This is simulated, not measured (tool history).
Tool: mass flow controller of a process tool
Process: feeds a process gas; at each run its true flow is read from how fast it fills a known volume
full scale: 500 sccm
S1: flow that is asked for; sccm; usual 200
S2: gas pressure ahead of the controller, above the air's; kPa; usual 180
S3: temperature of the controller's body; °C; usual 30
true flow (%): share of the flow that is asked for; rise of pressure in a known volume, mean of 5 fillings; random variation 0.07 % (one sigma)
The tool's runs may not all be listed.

run 1 hour=0.0 | S1=200 S2=180 S3=30 | true_flow_(%)=97.66
run 2 hour=161.8 | S1=200 S2=180 S3=30 | true_flow_(%)=97.66
run 3 hour=440.9 | S1=200 S2=180 S3=30 | true_flow_(%)=97.56
run 4 hour=717.4 | S1=53 S2=180 S3=30 | true_flow_(%)=94.10
run 5 hour=928.2 | S1=53 S2=180 S3=30 | true_flow_(%)=94.06
run 6 hour=1156.9 | S1=53 S2=180 S3=30 | true_flow_(%)=94.12
run 7 hour=1475.1 | S1=120 S2=180 S3=30 | true_flow_(%)=96.63
run 8 hour=1631.9 | S1=120 S2=180 S3=30 | true_flow_(%)=96.45
run 9 hour=1928.6 | S1=120 S2=180 S3=30 | true_flow_(%)=96.54
run 10 hour=2145.3 | S1=120 S2=180 S3=30 | true_flow_(%)=96.52
run 11 hour=2424.0 | S1=120 S2=180 S3=30 | true_flow_(%)=96.34
run 12 hour=2634.2 | S1=459 S2=180 S3=30 | true_flow_(%)=100.00
run 13 hour=2879.9 | S1=459 S2=180 S3=30 | true_flow_(%)=99.95
-- hour=2903.3 controller's zero set anew
run 14 hour=3152.5 | S1=459 S2=180 S3=30 | true_flow_(%)=99.86
run 15 hour=3316.4 | S1=459 S2=180 S3=30 | true_flow_(%)=99.83
run 16 hour=3577.3 | S1=112 S2=207 S3=24 | true_flow_(%)=96.36
run 17 hour=3731.2 | S1=65 S2=154 S3=24 | true_flow_(%)=94.01
-- hour=3817.8 controller's zero set anew, once more
run 18 hour=4036.8 | S1=372 S2=245 S3=24 | true_flow_(%)=100.41
run 19 hour=4200.9 | S1=138 S2=261 S3=34 | true_flow_(%)=98.56
run 20 hour=4393.5 | S1=138 S2=261 S3=34 | true_flow_(%)=98.54
run 21 hour=4561.0 | S1=134 S2=171 S3=27 | true_flow_(%)=98.46
run 22 hour=4843.5 | S1=200 S2=180 S3=32 | true_flow_(%)=98.78
run 23 hour=5045.3 | S1=169 S2=216 S3=28 | true_flow_(%)=98.86
run 24 hour=5342.9 | S1=169 S2=216 S3=34 | true_flow_(%)=98.44
run 25 hour=5584.0 | S1=123 S2=182 S3=21 | true_flow_(%)=98.61
run 26 hour=5784.1 | S1=277 S2=274 S3=31 | true_flow_(%)=99.72
run 27 hour=6045.3 | S1=277 S2=274 S3=27 | true_flow_(%)=99.94
run 28 hour=6254.4 | S1=208 S2=204 S3=30 | true_flow_(%)=99.04
run 29 hour=6572.9 | S1=144 S2=245 S3=22 | true_flow_(%)=98.99

4 ways to go on from here, each from the tool as it stands after run 29. What would each give?
run A hour=6882.2 | S1=179 S2=212 S3=30 | true_flow_(%)=?
run B hour=6882.2 | S1=144 S2=243 S3=22 | true_flow_(%)=?
run C hour=6882.2 | S1=207 S2=155 S3=22 | true_flow_(%)=?
run D hour=6882.2 | S1=306 S2=245 S3=22 | true_flow_(%)=?

run=A true_flow_(%)=98.84
run=B true_flow_(%)=99.03
run=C true_flow_(%)=99.22
run=D true_flow_(%)=100.28
Without the tool's hidden state the same runs would have given:
run=A true_flow_(%)=97.77
run=B true_flow_(%)=98.04
run=C true_flow_(%)=98.10
run=D true_flow_(%)=99.07
